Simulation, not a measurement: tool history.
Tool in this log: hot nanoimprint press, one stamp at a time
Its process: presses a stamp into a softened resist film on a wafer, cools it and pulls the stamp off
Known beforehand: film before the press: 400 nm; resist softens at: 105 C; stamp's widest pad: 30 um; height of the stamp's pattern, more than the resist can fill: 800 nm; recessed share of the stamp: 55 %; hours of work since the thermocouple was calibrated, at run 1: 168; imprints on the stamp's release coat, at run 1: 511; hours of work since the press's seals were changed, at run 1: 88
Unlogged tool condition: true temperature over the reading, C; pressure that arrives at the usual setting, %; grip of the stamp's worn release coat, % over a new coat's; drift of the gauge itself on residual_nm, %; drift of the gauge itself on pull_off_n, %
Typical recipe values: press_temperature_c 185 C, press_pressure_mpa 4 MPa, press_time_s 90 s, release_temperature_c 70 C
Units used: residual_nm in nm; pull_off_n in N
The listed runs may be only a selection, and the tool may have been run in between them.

run	hour	press_temperature_c	press_pressure_mpa	press_time_s	release_temperature_c	hours of work since the thermocouple was calibrated	imprints on the stamp's release coat	hours of work since the press's seals were changed	residual_nm	pull_off_n
1	0	185	4	90	70	168	511	88	217.3	109
2	15.2	185	4	90	70	176	555	95	217	108
3	29.8	185	4	90	70	183	597	102	218.1	108
4	38.1	185	4	90	70	187	620	107	216.6	112
5	53.7	185	4	90	64	195	665	114	214.8	112
6	69.7	185	4	90	64	203	711	122	219	116
7	79.5	185	4	90	70	207	739	127	221.4	112
8	91.4	185	4	90	70	213	773	133	221.2	109
9	99.4	185	4	90	70	217	796	137	220.9	114
10	113.6	185	4	90	70	224	836	144	221.1	109
11	125.3	185	4	90	70	230	870	149	218.4	112
12	141.6	185	4	90	70	238	916	157	218.8	111
13	154.4	185	3.21	69	70	244	953	164	259	112
14	170.3	188	3.39	162	73	252	999	171	171.6	113
15	186.4	175	2.63	167	59	260	1045	179	296.3	127
16	197.5	175	2.63	167	59	265	1076	185	292.8	124
17	209.5	185	5.01	90	70	271	1111	191	199.9	116
18	217.7	176	4	178	56	275	1134	195	246	130
19	230.7	176	4	178	56	282	1171	201	249.4	130
20	246.4	185	2.57	90	70	289	1216	209	260.3	112
21	255.9	185	2.57	90	70	294	1243	214	257.3	118
22	265.9	185	4	90	69	299	1272	218	220.7	116
23	281.1	196	2.77	119	60	306	1316	226	157.5	125
24	292.6	196	2.77	119	60	312	1348	232	157.5	126

Pick out some run-to-run changes in residual_nm. Of each, how much would a tool without hidden state show as well, from the settings, what came in and chance, and how much is left for the hidden state and any gauge scatter not in both results compared?
Run 14 -> 15: press_temperature_c 188 -> 175, press_pressure_mpa 3.39 -> 2.63, press_time_s 162 -> 167, release_temperature_c 73 -> 59. residual_nm +124.7 nm: hidden state +0.3, all else +124.4.
Run 16 -> 17: press_temperature_c 175 -> 185, press_pressure_mpa 2.63 -> 5.01, press_time_s 167 -> 90, release_temperature_c 59 -> 70. residual_nm -92.9 nm: hidden state +0.7, all else -93.6.
Run 22 -> 23: press_temperature_c 185 -> 196, press_pressure_mpa 4 -> 2.77, press_time_s 90 -> 119, release_temperature_c 69 -> 60. residual_nm -63.2 nm: hidden state -1.1, all else -62.1.
